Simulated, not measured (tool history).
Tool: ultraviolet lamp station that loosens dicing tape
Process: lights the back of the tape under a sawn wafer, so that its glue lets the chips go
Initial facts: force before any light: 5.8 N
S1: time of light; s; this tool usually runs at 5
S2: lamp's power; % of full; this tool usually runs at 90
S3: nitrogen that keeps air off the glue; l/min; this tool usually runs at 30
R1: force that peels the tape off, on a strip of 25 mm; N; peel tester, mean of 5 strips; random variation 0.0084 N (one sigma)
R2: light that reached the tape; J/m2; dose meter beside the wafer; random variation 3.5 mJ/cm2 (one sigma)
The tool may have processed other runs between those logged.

run	day	S1	S2	S3	R1	R2
1	0.000	5	90	30	0.622	3900
2	1.108	5	97	30	0.611	4090
3	2.304	5	97	30	0.603	4080
4	3.538	5	65	30	1.156	2680
5	5.550	5	65	30	1.216	2630
6	6.546	5	65	30	1.236	2570
7	7.958	5	65	30	1.311	2520
# day 9.500: lamp changed
8	9.950	3	90	30	0.989	3090
9	11.354	3	90	30	0.982	3030
10	13.192	5	90	30	0.447	5000
11	14.379	5	90	30	0.451	4830
12	15.383	5	90	30	0.437	4810
# day 15.696: window cleaned of glue's vapour
13	17.179	5	90	30	0.368	5360
14	18.058	2	90	30	1.543	2100
15	19.112	5	90	30	0.395	5190
16	20.562	5	90	30	0.394	5200
17	22.679	5	90	30	0.417	5050
18	24.521	5	90	30	0.427	4890
19	26.617	5	90	30	0.456	4740
20	27.562	5	90	46	0.361	4700
21	28.879	5	66	46	0.626	3440
22	30.575	5	66	49	0.653	3310
23	31.533	3	90	12	1.853	2660
24	33.700	5	79	30	0.685	3770
25	35.438	5	79	30	0.703	3680
26	37.588	6	89	34	0.427	4850
27	38.604	6	89	34	0.430	4750
28	39.588	6	89	34	0.434	4710
29	40.742	6	89	34	0.443	4640
30	42.608	6	89	34	0.457	4560
31	43.796	6	100	17	0.610	4980
32	44.758	9	100	17	0.333	7370
33	46.100	9	100	17	0.331	7180
34	47.204	9	100	17	0.330	7090
35	48.496	9	92	42	0.258	6400
36	50.167	4	74	10	2.397	2190
# day 50.717: lamp changed
37	51.621	4	74	10	1.538	3370
38	53.254	2	78	10	2.813	1750
39	54.900	3	98	11	1.567	3220
40	56.825	5	70	30	0.697	3740
41	58.450	8	93	50	0.228	7840
42	59.425	8	93	50	0.232	7770
43	60.350	8	82	20	0.350	6700

Some steps in R1 between neighbouring runs. How much of each would the tool show without its hidden state too (settings, what came in, random variation), and how much is left for the hidden state, with any gauge scatter that isn't in both results?
What the log doesn't record here: lamp's light, % of a new lamp's; light that the window lets through, % of a clean one's; drift of the gauge itself on peel_n, %; drift of the gauge itself on dose_mj_cm2, %.
Run 7 -> 8: S1 5 -> 3, S2 65 -> 90, lamp changed. R1 -0.322 N: hidden state -0.552, all else +0.230.
Run 35 -> 36: S1 9 -> 4, S2 92 -> 74, S3 42 -> 10. R1 +2.139 N: hidden state +1.035, all else +1.104.
Run 36 -> 37: lamp changed. R1 -0.859 N: hidden state -0.852, all else -0.007.
Run 37 -> 38: S1 4 -> 2, S2 74 -> 78. R1 +1.275 N: hidden state +0.051, all else +1.224.
Run 38 -> 39: S1 2 -> 3, S2 78 -> 98, S3 10 -> 11. R1 -1.246 N: hidden state +0.019, all else -1.265.
